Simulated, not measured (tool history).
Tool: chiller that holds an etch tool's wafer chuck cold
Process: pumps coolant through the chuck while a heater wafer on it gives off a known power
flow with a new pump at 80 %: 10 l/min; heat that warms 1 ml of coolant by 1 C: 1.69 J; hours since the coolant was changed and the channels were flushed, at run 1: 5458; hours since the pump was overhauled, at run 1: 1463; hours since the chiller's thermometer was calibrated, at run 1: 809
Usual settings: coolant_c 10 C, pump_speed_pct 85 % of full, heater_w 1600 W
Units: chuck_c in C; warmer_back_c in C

run	day	coolant_c	pump_speed_pct	heater_w	hours since the coolant was changed and the channels were flushed	hours since the pump was overhauled	hours since the chiller's thermometer was calibrated	chuck_c	warmer_back_c
1	0.000	10	85	1600	5458	1463	809	21.5	5.31
2	2.296	10	85	935	5514	1518	864	16.7	3.12
3	4.696	10	85	935	5571	1576	922	16.9	3.12
4	6.229	10	85	1793	5608	1613	959	23.0	6.01
5	7.696	10	85	1793	5643	1648	994	22.9	5.99
6	9.458	10	85	1793	5686	1690	1036	22.9	6.02
7	11.017	10	85	1793	5723	1727	1074	22.9	6.05
8	12.267	10	85	1793	5753	1757	1104	23.0	6.00
9	13.754	10	85	1600	5789	1793	1139	21.5	5.42
10	16.117	10	85	1600	5845	1850	1196	21.5	5.40
11	17.529	10	85	1600	5879	1884	1230	21.6	5.39
12	18.988	7	85	1600	5914	1919	1265	18.7	5.39
13	21.571	1	95	850	5976	1981	1327	6.5	2.61
14	22.683	1	95	850	6003	2007	1354	6.6	2.62
15	24.562	13	66	850	6048	2052	1399	20.6	3.74
16	26.008	0	67	834	6083	2087	1434	7.4	3.61
17	27.562	4	93	1510	6120	2125	1471	14.0	4.66
18	29.171	14	67	1416	6159	2163	1509	26.6	6.13
19	30.838	17	92	1600	6199	2203	1549	27.8	4.98
20	32.292	9	85	1423	6233	2238	1584	19.3	4.82
21	33.412	5	89	842	6260	2265	1611	11.0	2.70
22	35.083	5	89	842	6300	2305	1651	10.9	2.80
23	37.538	11	68	1552	6359	2364	1710	24.4	6.60

Forecast run 24:
24	38.788	11	68	1552	6389	2394	1740	?	?

chuck_c: 24.5 C
warmer_back_c: 6.65 C
Without the tool's hidden state the same run would have given chuck_c 24.4 C, warmer_back_c 6.53 C.
